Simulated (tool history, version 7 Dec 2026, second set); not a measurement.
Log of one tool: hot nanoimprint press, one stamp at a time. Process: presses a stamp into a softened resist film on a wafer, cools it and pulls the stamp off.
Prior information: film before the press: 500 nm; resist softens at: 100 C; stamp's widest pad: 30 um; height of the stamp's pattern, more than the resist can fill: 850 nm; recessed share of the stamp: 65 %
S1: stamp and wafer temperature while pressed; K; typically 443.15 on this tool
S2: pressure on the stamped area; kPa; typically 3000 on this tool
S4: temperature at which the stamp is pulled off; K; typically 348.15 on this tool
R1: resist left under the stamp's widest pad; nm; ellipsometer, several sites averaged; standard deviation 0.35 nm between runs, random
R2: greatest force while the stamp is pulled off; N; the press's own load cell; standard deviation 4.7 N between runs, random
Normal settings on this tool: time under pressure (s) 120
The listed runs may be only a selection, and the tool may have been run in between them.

run 1 hour=0.0 | S1=443.15 S2=3000 time_under_pressure_(s)=120 S4=348.15 | R1=275.3 R2=229
run 2 hour=10.9 | S1=443.15 S2=3000 time_under_pressure_(s)=120 S4=348.15 | R1=276.4 R2=234
run 3 hour=18.1 | S1=443.15 S2=3000 time_under_pressure_(s)=120 S4=348.15 | R1=276.8 R2=232
run 4 hour=30.9 | S1=443.15 S2=3000 time_under_pressure_(s)=120 S4=348.15 | R1=276.2 R2=225
run 5 hour=38.4 | S1=443.15 S2=3000 time_under_pressure_(s)=120 S4=348.15 | R1=276.2 R2=233
run 6 hour=49.2 | S1=443.15 S2=3000 time_under_pressure_(s)=120 S4=343.15 | R1=276.6 R2=257
run 7 hour=59.0 | S1=443.15 S2=3000 time_under_pressure_(s)=120 S4=343.15 | R1=276.6 R2=258
run 8 hour=68.2 | S1=452.15 S2=3000 time_under_pressure_(s)=120 S4=348.15 | R1=222.1 R2=234
run 9 hour=79.8 | S1=452.15 S2=3000 time_under_pressure_(s)=120 S4=348.15 | R1=222.7 R2=239
run 10 hour=90.3 | S1=452.15 S2=3000 time_under_pressure_(s)=120 S4=348.15 | R1=223.1 R2=228
run 11 hour=101.2 | S1=452.15 S2=3000 time_under_pressure_(s)=120 S4=348.15 | R1=222.9 R2=236
run 12 hour=110.1 | S1=452.15 S2=3000 time_under_pressure_(s)=120 S4=348.15 | R1=223.2 R2=230
run 13 hour=121.7 | S1=443.15 S2=3000 time_under_pressure_(s)=120 S4=348.15 | R1=277.9 R2=235
run 14 hour=133.2 | S1=443.15 S2=3000 time_under_pressure_(s)=234 S4=348.15 | R1=221.8 R2=236
run 15 hour=143.5 | S1=443.15 S2=3000 time_under_pressure_(s)=234 S4=348.15 | R1=222.1 R2=229
run 16 hour=151.1 | S1=443.15 S2=3000 time_under_pressure_(s)=120 S4=338.15 | R1=278.9 R2=279
run 17 hour=159.8 | S1=438.15 S2=2150 time_under_pressure_(s)=120 S4=348.15 | R1=356.3 R2=231
run 18 hour=168.3 | S1=438.15 S2=2150 time_under_pressure_(s)=120 S4=348.15 | R1=356.1 R2=242
run 19 hour=180.2 | S1=438.15 S2=2150 time_under_pressure_(s)=120 S4=348.15 | R1=356.6 R2=235
run 20 hour=192.2 | S1=438.15 S2=2150 time_under_pressure_(s)=133 S4=339.15 | R1=347.8 R2=271
run 21 hour=198.0 | S1=443.15 S2=4760 time_under_pressure_(s)=120 S4=338.15 | R1=223.9 R2=280
run 22 hour=204.8 | S1=443.15 S2=3020 time_under_pressure_(s)=100 S4=342.15 | R1=295.2 R2=264
run 23 hour=215.1 | S1=443.15 S2=3020 time_under_pressure_(s)=100 S4=342.15 | R1=294.7 R2=256
run 24 hour=222.0 | S1=443.15 S2=3020 time_under_pressure_(s)=100 S4=342.15 | R1=295.9 R2=264
run 25 hour=235.4 | S1=443.15 S2=3020 time_under_pressure_(s)=100 S4=342.15 | R1=295.6 R2=262
-- hour=243.4 plate thermocouple calibrated
run 26 hour=250.6 | S1=443.15 S2=3020 time_under_pressure_(s)=100 S4=342.15 | R1=296.2 R2=272
-- hour=261.4 gauge calibrated
run 27 hour=262.8 | S1=443.15 S2=4510 time_under_pressure_(s)=71 S4=348.15 | R1=271.0 R2=233
run 28 hour=273.7 | S1=431.15 S2=2500 time_under_pressure_(s)=63 S4=334.15 | R1=427.6 R2=302
run 29 hour=284.9 | S1=433.15 S2=3170 time_under_pressure_(s)=73 S4=338.15 | R1=382.7 R2=273
run 30 hour=295.6 | S1=433.15 S2=3170 time_under_pressure_(s)=73 S4=338.15 | R1=383.1 R2=279
run 31 hour=302.7 | S1=433.15 S2=3170 time_under_pressure_(s)=73 S4=338.15 | R1=383.0 R2=279

Here are 3 independent what-if runs from the current tool condition. What would each one return?
run A hour=314.5 | S1=432.15 S2=3170 time_under_pressure_(s)=217 S4=333.15 | R1=? R2=?
run B hour=314.5 | S1=443.15 S2=2040 time_under_pressure_(s)=120 S4=348.15 | R1=? R2=?
run C hour=314.5 | S1=433.15 S2=1890 time_under_pressure_(s)=120 S4=348.15 | R1=? R2=?

run=A R1=299.6 R2=319
run=B R1=325.4 R2=232
run=C R1=400.7 R2=226
Take away the tool's hidden state, keep each run's random variation, and the runs would have read:
run=A R1=298.4 R2=316
run=B R1=324.1 R2=229
run=C R1=399.1 R2=223
